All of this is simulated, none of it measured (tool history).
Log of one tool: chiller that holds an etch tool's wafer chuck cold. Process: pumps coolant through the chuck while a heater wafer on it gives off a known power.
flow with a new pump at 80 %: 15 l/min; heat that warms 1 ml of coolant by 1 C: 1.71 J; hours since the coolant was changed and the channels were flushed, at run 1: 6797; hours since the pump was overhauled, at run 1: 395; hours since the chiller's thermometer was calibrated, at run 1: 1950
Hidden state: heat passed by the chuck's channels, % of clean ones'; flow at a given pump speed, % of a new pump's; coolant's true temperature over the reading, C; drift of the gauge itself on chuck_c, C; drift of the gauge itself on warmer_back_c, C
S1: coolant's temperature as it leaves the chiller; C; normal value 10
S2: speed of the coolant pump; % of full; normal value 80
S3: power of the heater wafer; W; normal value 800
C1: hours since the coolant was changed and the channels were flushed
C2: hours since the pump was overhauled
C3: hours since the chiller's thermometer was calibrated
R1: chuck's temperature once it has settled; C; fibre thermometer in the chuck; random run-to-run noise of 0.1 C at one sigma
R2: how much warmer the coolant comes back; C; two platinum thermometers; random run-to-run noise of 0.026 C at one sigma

run	hour	S1	S2	S3	C1	C2	C3	R1	R2
1	0	10	80	800	6797	395	1950	18.4	1.91
2	27.3	10	80	800	6824	422	1977	18.2	1.85
3	52	10	80	800	6849	447	2002	18.3	1.89
4	75.1	10	92	800	6872	470	2025	17.5	1.61
5	101.2	6	92	800	6898	496	2051	13.3	1.59
6	133.7	6	92	800	6930	529	2083	13.7	1.54
7	153.6	9	80	800	6950	549	2103	17.4	1.87
8	184.8	9	80	800	6981	580	2135	17.5	1.88
9	203.4	9	80	800	7000	599	2153	17.3	1.86
10	237.6	10	80	972	7034	633	2187	20	2.26
11	263.6	10	80	972	7060	659	2213	20.2	2.29
12	279.2	10	80	972	7076	674	2229	20.1	2.31
13	312.9	10	80	800	7110	708	2263	18.3	1.87
14	328.8	10	71	800	7125	724	2279	19.3	2.11
15	350.2	10	71	800	7147	745	2300	19.3	2.13
16	380.9	9	71	800	7178	776	2331	18.3	2.13
17	414.6	1	95	639	7211	810	2364	6.9	1.26
18	445	10	89	800	7242	840	2395	17.8	1.61
19	477.7	10	90	644	7274	873	2428	16.2	1.29
20	511.7	12	90	616	7308	907	2461	17.9	1.2
21	538.2	12	61	531	7335	933	2488	18.9	1.69
# hour 542.2: chiller's thermometer calibrated
22	555.5	12	78	531	7351	950	13	17.7	1.3
23	580.5	12	78	531	7376	975	38	17.9	1.27
24	599.2	12	78	531	7395	993	57	18	1.26
25	614.4	12	78	531	7410	1009	72	17.8	1.23
26	645.6	16	75	530	7441	1040	103	22.1	1.33
27	670.3	13	98	440	7466	1064	128	17.3	0.84
28	685.2	13	94	441	7481	1079	143	17	0.87
29	700.9	13	61	424	7497	1095	159	18.8	1.34
30	717.3	13	61	424	7513	1111	175	18.8	1.4
# hour 723: chiller's thermometer calibrated, once more
31	735.1	13	61	622	7530	1128	12	21.2	2
32	765.2	7	76	832	7560	1158	42	16	2.08

4 ways to go on from here, each from the tool as it stands after run 32. What would each give?
A	788.9	1	62	747	7584	1182	66	?	?
B	788.9	2	91	727	7584	1182	66	?	?
C	788.9	8	95	497	7584	1182	66	?	?
D	788.9	7	76	1073	7584	1182	66	?	?

run	R1	R2
A	10.6	2.27
B	8.7	1.5
C	12.5	0.95
D	18.7	2.69
With no hidden state in the tool, these same runs would have given:
run	R1	R2
A	9.2	2.25
B	7.8	1.49
C	11.9	0.94
D	17.1	2.67
